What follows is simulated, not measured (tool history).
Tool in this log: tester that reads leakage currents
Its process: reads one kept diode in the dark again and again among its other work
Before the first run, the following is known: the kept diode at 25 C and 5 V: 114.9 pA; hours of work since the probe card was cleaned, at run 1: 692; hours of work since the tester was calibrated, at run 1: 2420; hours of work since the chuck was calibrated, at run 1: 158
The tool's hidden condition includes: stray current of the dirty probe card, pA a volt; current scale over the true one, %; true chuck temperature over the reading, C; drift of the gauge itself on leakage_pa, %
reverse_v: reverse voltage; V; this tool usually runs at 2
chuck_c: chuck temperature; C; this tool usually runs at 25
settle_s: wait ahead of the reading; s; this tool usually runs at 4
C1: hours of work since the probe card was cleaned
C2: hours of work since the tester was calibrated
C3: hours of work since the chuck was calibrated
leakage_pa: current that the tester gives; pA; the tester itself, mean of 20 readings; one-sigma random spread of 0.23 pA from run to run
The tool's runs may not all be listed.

Run 1, hour 0: usual settings; C1 692; C2 2420; C3 158. Result: leakage_pa 73.12 pA.
Run 2, hour 81.3: usual settings but chuck_c 50 C; C1 754; C2 2482; C3 219. Result: leakage_pa 444.98 pA.
Run 3, hour 145.8: usual settings but chuck_c 50 C, settle_s 0.45 s; C1 803; C2 2531; C3 269. Result: leakage_pa 445.63 pA.
Run 4, hour 265.1: usual settings; C1 894; C2 2622; C3 359. Result: leakage_pa 72.15 pA.
Run 5, hour 390.1: usual settings; C1 989; C2 2717; C3 455. Result: leakage_pa 71.91 pA.
Run 6, hour 519.7: usual settings; C1 1088; C2 2815; C3 553. Result: leakage_pa 71.13 pA.
Run 7, hour 643.7: usual settings; C1 1182; C2 2910; C3 648. Result: leakage_pa 70.13 pA.
At hour 666.2: chuck's temperature calibrated.
Run 8, hour 764.4: usual settings; C1 1273; C2 3000; C3 75. Result: leakage_pa 74.42 pA.
Run 9, hour 830.7: usual settings but chuck_c 52 C; C1 1323; C2 3051; C3 125. Result: leakage_pa 514.48 pA.
Run 10, hour 924.9: usual settings but reverse_v 1.59 V; C1 1395; C2 3123; C3 197. Result: leakage_pa 65.66 pA.
Run 11, hour 1006.2: usual settings but reverse_v 1.59 V; C1 1457; C2 3184; C3 259. Result: leakage_pa 65.52 pA.
Run 12, hour 1109.9: usual settings but chuck_c 49 C; C1 1536; C2 3263; C3 338. Result: leakage_pa 412.89 pA.
Run 13, hour 1226.3: usual settings; C1 1624; C2 3352; C3 427. Result: leakage_pa 72.43 pA.
Run 14, hour 1331.7: usual settings; C1 1705; C2 3432; C3 507. Result: leakage_pa 71.69 pA.
Run 15, hour 1397.1: usual settings; C1 1754; C2 3482; C3 557. Result: leakage_pa 72.09 pA.
Run 16, hour 1479.9: usual settings but reverse_v 13.55 V, chuck_c 35 C, settle_s 4.7 s; C1 1817; C2 3545; C3 620. Result: leakage_pa 382.65 pA.
At hour 1534.6: chuck's temperature calibrated.
Run 17, hour 1551.6: usual settings but reverse_v 3.04 V, chuck_c 37 C, settle_s 4.7 s; C1 1870; C2 3598; C3 13. Result: leakage_pa 225.31 pA.
Run 18, hour 1680.5: usual settings but reverse_v 1.33 V, chuck_c 34 C, settle_s 0.59 s; C1 1969; C2 3696; C3 111. Result: leakage_pa 121.54 pA.
Run 19, hour 1756.6: usual settings but reverse_v 1.02 V, chuck_c 34 C, settle_s 0.59 s; C1 2027; C2 3754; C3 169. Result: leakage_pa 106.09 pA.
Run 20, hour 1828.1: usual settings but reverse_v 5.61 V; C1 2081; C2 3809; C3 224. Result: leakage_pa 125.38 pA.
Run 21, hour 1903.2: usual settings but reverse_v 5.61 V; C1 2138; C2 3866; C3 281. Result: leakage_pa 125.01 pA.
Run 22, hour 1969.3: usual settings but chuck_c 44 C; C1 2189; C2 3916; C3 331. Result: leakage_pa 292.31 pA.
Run 23, hour 2035.9: usual settings but chuck_c 53 C; C1 2239; C2 3967; C3 382. Result: leakage_pa 535.46 pA.
Run 24, hour 2129.4: usual settings but chuck_c 53 C, settle_s 0.43 s; C1 2310; C2 4038; C3 453. Result: leakage_pa 532.02 pA.
Run 25, hour 2218: usual settings but chuck_c 53 C, settle_s 0.43 s; C1 2378; C2 4106; C3 520. Result: leakage_pa 529.59 pA.
Run 26, hour 2320.9: usual settings but reverse_v 10.93 V, chuck_c 22 C, settle_s 0.57 s; C1 2456; C2 4184; C3 599. Result: leakage_pa 142.19 pA.
At hour 2409.2: chuck's temperature calibrated.
Run 27, hour 2416.8: usual settings but settle_s 1.15 s; C1 2528; C2 4256; C3 6. Result: leakage_pa 76.14 pA.
Run 28, hour 2525.3: usual settings but reverse_v 4.47 V; C1 2610; C2 4338; C3 88. Result: leakage_pa 113.8 pA.

Below are 5 alternative next runs, each starting from the tool's condition after run 28. Predict each:
Run A, hour 2649.7: usual settings but reverse_v 2.24 V; C1 2705; C2 4433; C3 183. Result: leakage_pa ?.
Run B, hour 2649.7: usual settings but reverse_v 9.66 V, chuck_c 42 C, settle_s 9.01 s; C1 2705; C2 4433; C3 183. Result: leakage_pa ?.
Run C, hour 2649.7: usual settings but reverse_v 4.86 V, chuck_c 22 C, settle_s 6.42 s; C1 2705; C2 4433; C3 183. Result: leakage_pa ?.
Run D, hour 2649.7: usual settings but reverse_v 4.47 V, settle_s 0.83 s; C1 2705; C2 4433; C3 183. Result: leakage_pa ?.
Run E, hour 2649.7: usual settings but reverse_v 1.08 V, chuck_c 26 C; C1 2705; C2 4433; C3 183. Result: leakage_pa ?.

run  leakage_pa
  A       79.73
  B      551.86
  C       95.09
  D      112.97
  E       59.59
The same runs, with their run-to-run variation unchanged, on a tool lacking any hidden condition would have given:
run  leakage_pa
  A       79.16
  B      559.18
  C       89.73
  D      109.41
  E       60.44
